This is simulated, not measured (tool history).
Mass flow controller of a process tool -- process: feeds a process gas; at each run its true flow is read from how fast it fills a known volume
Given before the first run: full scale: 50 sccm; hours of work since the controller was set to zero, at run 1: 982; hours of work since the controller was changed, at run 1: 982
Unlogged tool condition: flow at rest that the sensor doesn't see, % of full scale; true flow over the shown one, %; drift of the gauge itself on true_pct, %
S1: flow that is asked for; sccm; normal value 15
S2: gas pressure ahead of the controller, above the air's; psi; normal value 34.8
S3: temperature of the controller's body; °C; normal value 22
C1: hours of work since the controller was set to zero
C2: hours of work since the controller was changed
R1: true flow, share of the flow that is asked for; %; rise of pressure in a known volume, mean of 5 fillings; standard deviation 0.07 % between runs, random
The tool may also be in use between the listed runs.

run    hour  S1    S2  S3    C1    C2     R1
  1     0.0  15  34.8  22   982   982  97.13
  2    72.5  15  34.8  22  1023  1023  97.09
  3   126.5  15  34.8  22  1053  1053  97.06
  4   178.4  15  34.8  22  1083  1083  96.97
  5   214.3  15  34.8  22  1103  1103  97.02
  6   256.7  11  34.8  22  1127  1127  96.70
  7   330.7  11  34.8  22  1169  1169  96.66
  8   375.8  15  34.8  36  1195  1195  97.89
  9   450.0  15  34.8  36  1237  1237  97.91
 10   500.4  15  34.8  36  1265  1265  97.92
 11   570.2  17  39.5  31  1305  1305  97.37
 12   639.7  14  27.4  24  1344  1344  97.16
 13   672.6   7  30.7  24  1363  1363  96.54
 14   743.0   7  30.7  24  1403  1403  96.45
 15   799.7  15  34.8  29  1435  1435  97.11
 16   854.9  15  34.8  29  1466  1466  97.05
 17   906.2  15  34.8  29  1495  1495  97.02
 18   941.7  15  34.8  29  1515  1515  96.90
 19  1003.8  15  34.8  29  1550  1550  96.97

3 options for the next run, each taken on its own from the tool as it stands now. Forecast them:
  A  1036.8  29  34.8  22  1569  1569   ?
  B  1036.8   5  26.8  29  1569  1569   ?
  C  1036.8  15  27.1  29  1569  1569   ?

run     R1
  A  97.27
  B  96.61
  C  97.37
What these runs would have given with no unlogged condition in the tool:
run     R1
  A  98.00
  B  97.33
  C  98.10

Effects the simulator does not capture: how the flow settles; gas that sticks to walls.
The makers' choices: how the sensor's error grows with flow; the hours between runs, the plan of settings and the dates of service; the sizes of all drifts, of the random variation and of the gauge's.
